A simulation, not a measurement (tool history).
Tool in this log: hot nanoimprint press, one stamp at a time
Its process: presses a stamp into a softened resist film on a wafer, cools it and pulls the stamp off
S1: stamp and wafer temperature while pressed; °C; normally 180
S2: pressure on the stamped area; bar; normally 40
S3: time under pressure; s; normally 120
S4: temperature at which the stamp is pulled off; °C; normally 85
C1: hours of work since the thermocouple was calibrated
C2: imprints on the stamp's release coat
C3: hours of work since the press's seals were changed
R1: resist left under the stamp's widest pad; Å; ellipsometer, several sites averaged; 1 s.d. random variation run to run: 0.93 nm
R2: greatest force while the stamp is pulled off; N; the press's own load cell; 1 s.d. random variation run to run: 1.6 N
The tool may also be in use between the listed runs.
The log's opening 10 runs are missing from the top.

run	hour	S1	S2	S3	S4	C1	C2	C3	R1	R2
11	160	180	40	120	85	119	1501	352	2436	165
12	180.8	180	40	120	85	132	1573	365	2424	163
# hour 197.3: stamp cleaned and given a new release coat
13	208.3	180	40	120	85	146	38	379	2419	162
14	227.8	177	40	120	85	158	104	391	2735	167
15	250.2	177	40	120	85	172	181	405	2743	165
16	263.5	177	63.7	120	76	181	227	413	2223	187
17	275.9	177	63.7	200	81	189	269	421	1841	173
18	295.1	180	46.5	163	85	201	335	433	2030	161
19	309.6	180	46.5	163	85	210	385	443	2019	163
20	324.8	180	46.5	163	85	220	438	452	2023	163
21	342.6	180	58.2	120	85	231	499	463	2033	165
22	361.8	173	25.8	151	85	243	565	476	3511	164
23	373.7	173	25.8	151	85	250	606	483	3510	165
24	386.7	192	40	100	85	259	650	491	1619	162
25	409.8	192	40	100	85	273	729	506	1619	165
26	423.4	188	40	177	85	282	776	514	1507	165
27	441.2	188	40	177	85	293	837	526	1512	165
28	458.6	177	40	177	71	304	897	537	2407	196
29	474.1	190	61.1	212	71	314	950	546	1026	193
30	488.4	189	61.1	212	81	323	999	555	1069	178

Forecast each of these 4 alternatives for the next run:
# hour 513.3: plate thermocouple calibrated
A	513.3	180	40	105	75	0	1075	569	?	?
# hour 513.3: plate thermocouple calibrated
B	513.3	184	36.7	212	75	0	1075	569	?	?
# hour 513.3: plate thermocouple calibrated
C	513.3	176	62.1	120	73	0	1075	569	?	?
# hour 513.3: plate thermocouple calibrated
D	513.3	180	40	65	79	0	1075	569	?	?

run	R1	R2
A	2538	187
B	1744	191
C	2332	191
D	2956	176
With no hidden state in the tool, these same runs would have given:
run	R1	R2
A	2538	187
B	1744	191
C	2331	190
D	2956	175

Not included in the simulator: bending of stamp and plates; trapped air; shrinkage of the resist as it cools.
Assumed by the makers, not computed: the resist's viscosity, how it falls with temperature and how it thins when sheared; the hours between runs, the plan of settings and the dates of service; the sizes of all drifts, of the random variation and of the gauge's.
